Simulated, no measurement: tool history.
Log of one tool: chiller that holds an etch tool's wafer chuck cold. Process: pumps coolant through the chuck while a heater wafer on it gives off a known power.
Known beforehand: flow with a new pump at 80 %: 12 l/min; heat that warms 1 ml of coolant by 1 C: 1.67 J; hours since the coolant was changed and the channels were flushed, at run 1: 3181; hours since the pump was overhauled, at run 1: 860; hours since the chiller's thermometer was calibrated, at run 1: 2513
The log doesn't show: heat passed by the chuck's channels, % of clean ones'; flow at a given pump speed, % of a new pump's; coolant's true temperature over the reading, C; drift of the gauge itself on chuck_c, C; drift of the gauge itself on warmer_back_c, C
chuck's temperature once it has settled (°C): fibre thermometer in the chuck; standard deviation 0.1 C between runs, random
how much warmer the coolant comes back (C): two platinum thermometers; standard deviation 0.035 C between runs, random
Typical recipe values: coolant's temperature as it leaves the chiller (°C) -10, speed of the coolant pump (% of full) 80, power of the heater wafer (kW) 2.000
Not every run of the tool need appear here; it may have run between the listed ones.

run	day	coolant's temperature as it leaves the chiller (°C)	speed of the coolant pump (% of full)	power of the heater wafer (kW)	hours since the coolant was changed and the channels were flushed	hours since the pump was overhauled	hours since the chiller's thermometer was calibrated	chuck's temperature once it has settled (°C)	how much warmer the coolant comes back (C)
1	0.000	-10	80	2.000	3181	860	2513	4.1	6.13
2	1.150	-10	80	2.000	3208	888	2541	4.3	6.05
3	2.188	-10	80	1.385	3233	913	2566	-0.4	4.25
4	4.050	-10	80	1.385	3278	958	2610	-0.1	4.21
5	5.371	-10	67	2.000	3310	989	2642	6.0	7.25
6	6.562	-10	67	2.000	3338	1018	2671	6.1	7.34
7	7.900	-10	67	2.000	3370	1050	2703	5.8	7.29
8	9.492	-10	67	2.000	3409	1088	2741	6.1	7.36
9	11.354	-10	67	2.000	3453	1133	2786	5.9	7.27
10	12.179	-10	67	2.000	3473	1153	2805	6.3	7.31
11	13.279	-16	80	2.000	3499	1179	2832	-1.8	6.11
12	14.154	-10	63	2.000	3520	1200	2853	6.8	7.87
13	15.200	-10	63	2.000	3546	1225	2878	6.7	7.79
14	16.967	-10	80	2.000	3588	1268	2920	4.3	6.14
15	17.867	-10	80	2.000	3610	1289	2942	4.3	6.16
16	19.704	-10	80	2.000	3654	1333	2986	4.3	6.06
17	21.488	-4	75	2.000	3696	1376	3029	11.0	6.55
# day 22.554: chiller's thermometer calibrated
18	23.400	-19	93	2.363	3741	1421	20	-3.7	6.22
19	25.004	-11	88	1.424	3780	1459	59	-1.6	4.02
20	26.433	-1	98	1.481	3814	1494	93	8.3	3.68
21	27.958	-1	61	2.131	3851	1530	130	17.3	8.63
22	29.412	-1	61	2.131	3886	1565	165	17.3	8.68
23	30.829	-8	76	1.051	3920	1599	199	-0.4	3.45
24	32.042	-11	76	1.545	3949	1628	228	0.5	5.00
25	33.496	-7	80	1.434	3984	1663	263	3.2	4.38
26	34.321	-7	80	1.434	4003	1683	282	3.2	4.40
27	36.279	-10	80	1.900	4050	1730	329	3.6	5.93
28	37.517	-8	80	1.900	4080	1760	359	5.6	5.86
29	38.704	-10	82	1.022	4109	1788	388	-2.7	3.11
30	39.712	-10	82	1.022	4133	1812	412	-2.6	3.15
31	41.650	-10	82	1.022	4179	1859	458	-2.7	3.10
32	42.621	-17	87	2.408	4203	1882	482	-0.7	6.90

Some steps in chuck's temperature once it has settled (°C), run to run, broken into two amounts with sign: the step expected even without the hidden condition (settings, incoming material, random variation), and the rest, left for the hidden condition together with whatever gauge scatter is not in both the measured and the hidden-condition-free result:
Run 17 -> 18: coolant's temperature as it leaves the chiller (°C) -4 -> -19, speed of the coolant pump (% of full) 75 -> 93, power of the heater wafer (kW) 2.000 -> 2.363, chiller's thermometer calibrated. chuck's temperature once it has settled (°C) -14.7: hidden state +0.0, all else -14.7.
Run 19 -> 20: coolant's temperature as it leaves the chiller (°C) -11 -> -1, speed of the coolant pump (% of full) 88 -> 98, power of the heater wafer (kW) 1.424 -> 1.481. chuck's temperature once it has settled (°C) +9.9: hidden state +0.0, all else +9.9.
Run 20 -> 21: speed of the coolant pump (% of full) 98 -> 61, power of the heater wafer (kW) 1.481 -> 2.131. chuck's temperature once it has settled (°C) +9.0: hidden state +0.8, all else +8.2.
Run 22 -> 23: coolant's temperature as it leaves the chiller (°C) -1 -> -8, speed of the coolant pump (% of full) 61 -> 76, power of the heater wafer (kW) 2.131 -> 1.051. chuck's temperature once it has settled (°C) -17.7: hidden state -1.0, all else -16.7.
Run 31 -> 32: coolant's temperature as it leaves the chiller (°C) -10 -> -17, speed of the coolant pump (% of full) 82 -> 87, power of the heater wafer (kW) 1.022 -> 2.408. chuck's temperature once it has settled (°C) +2.0: hidden state +1.0, all else +1.0.
